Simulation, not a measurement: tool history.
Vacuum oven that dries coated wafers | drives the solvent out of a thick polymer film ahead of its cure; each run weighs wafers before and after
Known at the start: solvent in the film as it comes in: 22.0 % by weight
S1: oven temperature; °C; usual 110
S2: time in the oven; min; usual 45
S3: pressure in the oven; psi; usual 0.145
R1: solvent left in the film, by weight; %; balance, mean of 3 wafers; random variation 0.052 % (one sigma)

| run | hour | S1 | S2 | S3 | R1 |
|---|---|---|---|---|---|
| 1 | 0.0 | 110 | 45 | 0.145 | 1.74 |
| 2 | 67.0 | 110 | 45 | 0.145 | 1.81 |
| 3 | 144.0 | 110 | 45 | 0.145 | 1.78 |
|  | 182.9 | vacuum gauge cleaned of residue and calibrated |
| 4 | 217.3 | 107 | 45 | 0.145 | 2.30 |
| 5 | 307.7 | 107 | 45 | 0.145 | 2.36 |
| 6 | 377.1 | 107 | 45 | 0.145 | 2.39 |
| 7 | 436.1 | 110 | 45 | 0.145 | 1.64 |
| 8 | 520.5 | 110 | 45 | 0.145 | 1.73 |
| 9 | 618.8 | 110 | 45 | 0.361 | 2.52 |
| 10 | 676.7 | 110 | 45 | 0.361 | 2.58 |
| 11 | 729.1 | 110 | 45 | 0.361 | 2.43 |
| 12 | 772.4 | 110 | 45 | 0.361 | 2.62 |
| 13 | 818.9 | 110 | 45 | 0.361 | 2.48 |
| 14 | 878.4 | 110 | 45 | 0.361 | 2.58 |
|  | 955.6 | oven's thermocouples calibrated |
| 15 | 979.1 | 110 | 45 | 0.361 | 2.35 |
| 16 | 1082.2 | 110 | 45 | 0.145 | 1.55 |
| 17 | 1149.9 | 110 | 45 | 0.145 | 1.55 |
| 18 | 1245.7 | 110 | 45 | 0.145 | 1.66 |
| 19 | 1289.2 | 110 | 45 | 0.145 | 1.57 |
| 20 | 1348.5 | 110 | 45 | 0.145 | 1.58 |
| 21 | 1410.3 | 110 | 33 | 0.145 | 2.77 |
| 22 | 1460.8 | 110 | 45 | 0.145 | 1.63 |
| 23 | 1530.3 | 110 | 36 | 0.145 | 2.49 |
| 24 | 1577.4 | 110 | 36 | 0.145 | 2.51 |
| 25 | 1641.2 | 110 | 36 | 0.145 | 2.48 |
| 26 | 1705.9 | 110 | 39 | 0.173 | 2.43 |
| 27 | 1756.0 | 110 | 39 | 0.173 | 2.20 |
| 28 | 1812.1 | 110 | 45 | 0.187 | 1.96 |
| 29 | 1883.8 | 110 | 45 | 0.102 | 1.60 |
| 30 | 1988.6 | 120 | 45 | 0.255 | 0.92 |
| 31 | 2071.2 | 104 | 45 | 0.090 | 3.26 |
| 32 | 2138.4 | 104 | 41 | 0.090 | 3.79 |
| 33 | 2181.7 | 95 | 55 | 0.109 | 5.92 |
| 34 | 2223.9 | 95 | 55 | 0.109 | 5.96 |
| 35 | 2295.7 | 124 | 56 | 0.286 | 0.86 |
| 36 | 2382.8 | 124 | 62 | 0.087 | 0.29 |
| 37 | 2435.0 | 124 | 62 | 0.125 | 0.36 |
| 38 | 2488.9 | 124 | 62 | 0.125 | 0.49 |
| 39 | 2565.6 | 124 | 62 | 0.125 | 0.42 |
| 40 | 2608.2 | 98 | 45 | 0.145 | 6.15 |
| 41 | 2676.5 | 119 | 45 | 0.145 | 0.73 |
| 42 | 2778.9 | 120 | 29 | 0.145 | 1.20 |
|  | 2823.9 | oven's thermocouples calibrated |
| 43 | 2843.3 | 120 | 32 | 0.529 | 1.93 |
| 44 | 2908.0 | 110 | 45 | 0.252 | 2.00 |
| 45 | 3005.4 | 110 | 45 | 0.252 | 2.04 |
| 46 | 3090.3 | 115 | 41 | 0.254 | 1.47 |
| 47 | 3157.4 | 115 | 41 | 0.254 | 1.42 |
| 48 | 3225.8 | 115 | 41 | 0.254 | 1.54 |

Some steps in R1 between neighbouring runs. How much of each would the tool show without its hidden state too (settings, what came in, random variation), and how much is left for the hidden state, with any gauge scatter that isn't in both results?
The hidden state here: true wafer temperature over the reading, C; true pressure over the reading, kPa; drift of the gauge itself on solvent_pct, %.
Run 34 -> 35: S1 95 -> 124, S2 55 -> 56, S3 0.109 -> 0.286. R1 -5.10 %: hidden state -0.44, all else -4.66.
Run 39 -> 40: S1 124 -> 98, S2 62 -> 45, S3 0.125 -> 0.145. R1 +5.73 %: hidden state +0.56, all else +5.17.
Run 40 -> 41: S1 98 -> 119. R1 -5.42 %: hidden state -0.49, all else -4.93.

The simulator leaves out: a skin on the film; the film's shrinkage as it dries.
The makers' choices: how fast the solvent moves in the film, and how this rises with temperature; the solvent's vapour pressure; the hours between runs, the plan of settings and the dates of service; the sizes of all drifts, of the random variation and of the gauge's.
